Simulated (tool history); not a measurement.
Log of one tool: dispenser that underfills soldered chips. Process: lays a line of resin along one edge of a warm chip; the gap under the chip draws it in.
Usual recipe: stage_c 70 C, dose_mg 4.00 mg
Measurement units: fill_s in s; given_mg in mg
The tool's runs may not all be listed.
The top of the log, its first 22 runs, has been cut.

run  hour  stage_c  dose_mg  hours of work since the syringe was changed  hours of work since the valve was cleaned  hours of work since the stage was calibrated  fill_s  given_mg
 23  76.2       72     5.09                                            6                                         29                                           160    16.5      5.00
     78.0  -- new syringe of resin
 24  79.2       81     4.76                                            1                                         31                                           161     7.5      4.65
 25  81.3       71     4.86                                            2                                         33                                           163    12.5      4.74
 26  84.1       71     4.86                                            5                                         35                                           165    15.3      4.70
 27  87.3       83     4.06                                            7                                         37                                           168    12.8      3.94
     88.0  -- new syringe of resin
 28  90.0       83     4.60                                            2                                         39                                           169     7.4      4.45
 29  92.9       70     4.33                                            4                                         41                                           172    14.1      4.19
 30  95.7       70     4.33                                            6                                         43                                           174    17.2      4.16

Below are 3 alternative next runs, each starting from the tool's condition after run 30. Predict each:
     98.1  -- new syringe of resin
  A  98.9       70     4.37                                            1                                         46                                           176       ?         ?
     98.1  -- new syringe of resin
  B  98.9       72     3.52                                            1                                         46                                           176       ?         ?
     98.1  -- new syringe of resin
  C  98.9       64     4.58                                            1                                         46                                           176       ?         ?

run  fill_s  given_mg
  A    10.7      4.20
  B    10.8      3.44
  C    13.2      4.41
Without the tool's unlogged condition, the same runs would have read:
run  fill_s  given_mg
  A    10.2      4.35
  B    10.2      3.57
  C    12.6      4.58

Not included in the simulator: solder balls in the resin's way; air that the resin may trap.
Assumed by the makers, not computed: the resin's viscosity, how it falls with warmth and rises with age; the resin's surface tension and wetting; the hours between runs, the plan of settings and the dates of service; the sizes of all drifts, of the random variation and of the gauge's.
